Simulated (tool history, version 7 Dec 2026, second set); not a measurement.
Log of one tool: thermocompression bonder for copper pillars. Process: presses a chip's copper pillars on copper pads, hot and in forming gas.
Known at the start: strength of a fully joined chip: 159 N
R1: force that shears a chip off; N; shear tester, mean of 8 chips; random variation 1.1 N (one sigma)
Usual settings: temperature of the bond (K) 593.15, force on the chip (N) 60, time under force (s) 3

{"run": 1, "hour": 0.0, "temperature of the bond (K)": 593.15, "force on the chip (N)": 60, "time under force (s)": 3, "R1": 81.3}
{"run": 2, "hour": 40.5, "temperature of the bond (K)": 593.15, "force on the chip (N)": 37, "time under force (s)": 3, "R1": 61.4}
{"run": 3, "hour": 68.9, "temperature of the bond (K)": 593.15, "force on the chip (N)": 37, "time under force (s)": 3, "R1": 61}
{"run": 4, "hour": 118.1, "temperature of the bond (K)": 578.15, "force on the chip (N)": 60, "time under force (s)": 3, "R1": 65.3}
{"run": 5, "hour": 145.0, "temperature of the bond (K)": 578.15, "force on the chip (N)": 60, "time under force (s)": 3, "R1": 66.6}
{"hour": 178.0, "done": "forming gas filter changed"}
{"run": 6, "hour": 191.4, "temperature of the bond (K)": 578.15, "force on the chip (N)": 60, "time under force (s)": 3, "R1": 71.3}
{"run": 7, "hour": 222.5, "temperature of the bond (K)": 578.15, "force on the chip (N)": 60, "time under force (s)": 3, "R1": 70.3}
{"run": 8, "hour": 271.5, "temperature of the bond (K)": 578.15, "force on the chip (N)": 60, "time under force (s)": 3, "R1": 71.3}
{"run": 9, "hour": 296.4, "temperature of the bond (K)": 578.15, "force on the chip (N)": 60, "time under force (s)": 3, "R1": 70.2}
{"run": 10, "hour": 345.4, "temperature of the bond (K)": 593.15, "force on the chip (N)": 60, "time under force (s)": 3, "R1": 82}
{"run": 11, "hour": 404.0, "temperature of the bond (K)": 593.15, "force on the chip (N)": 60, "time under force (s)": 3, "R1": 82.3}
{"hour": 417.8, "done": "heater calibrated with a thermocouple chip"}
{"run": 12, "hour": 455.6, "temperature of the bond (K)": 599.15, "force on the chip (N)": 60, "time under force (s)": 4, "R1": 100.5}
{"hour": 460.2, "done": "force cell calibrated"}
{"run": 13, "hour": 510.1, "temperature of the bond (K)": 581.15, "force on the chip (N)": 47, "time under force (s)": 3, "R1": 65.7}
{"run": 14, "hour": 534.5, "temperature of the bond (K)": 592.15, "force on the chip (N)": 72, "time under force (s)": 6, "R1": 110.5}
{"run": 15, "hour": 572.9, "temperature of the bond (K)": 593.15, "force on the chip (N)": 78, "time under force (s)": 3, "R1": 94.1}
{"run": 16, "hour": 626.0, "temperature of the bond (K)": 593.15, "force on the chip (N)": 78, "time under force (s)": 3, "R1": 92.3}
{"hour": 630.9, "done": "forming gas filter changed"}
{"run": 17, "hour": 674.1, "temperature of the bond (K)": 593.15, "force on the chip (N)": 41, "time under force (s)": 3, "R1": 72.6}
{"run": 18, "hour": 703.6, "temperature of the bond (K)": 585.15, "force on the chip (N)": 45, "time under force (s)": 3, "R1": 68}
{"run": 19, "hour": 727.2, "temperature of the bond (K)": 585.15, "force on the chip (N)": 45, "time under force (s)": 3, "R1": 68.5}
{"run": 20, "hour": 765.1, "temperature of the bond (K)": 615.15, "force on the chip (N)": 41, "time under force (s)": 4, "R1": 97.2}
{"hour": 795.1, "done": "force cell calibrated, once more"}
{"run": 21, "hour": 818.5, "temperature of the bond (K)": 590.15, "force on the chip (N)": 41, "time under force (s)": 3, "R1": 71.1}

4 ways to go on from here, each from the tool as it stands after run 21. What would each give?
{"run": "A", "hour": 853.2, "temperature of the bond (K)": 573.15, "force on the chip (N)": 88, "time under force (s)": 3, "R1": "?"}
{"run": "B", "hour": 853.2, "temperature of the bond (K)": 593.15, "force on the chip (N)": 46, "time under force (s)": 5, "R1": "?"}
{"run": "C", "hour": 853.2, "temperature of the bond (K)": 599.15, "force on the chip (N)": 73, "time under force (s)": 3, "R1": "?"}
{"run": "D", "hour": 853.2, "temperature of the bond (K)": 593.15, "force on the chip (N)": 60, "time under force (s)": 4, "R1": "?"}

run=A R1=85.2
run=B R1=88.7
run=C R1=103.8
run=D R1=98.2
Without the tool's hidden state the same runs would have given:
run=A R1=91.2
run=B R1=94.7
run=C R1=110.4
run=D R1=104.6
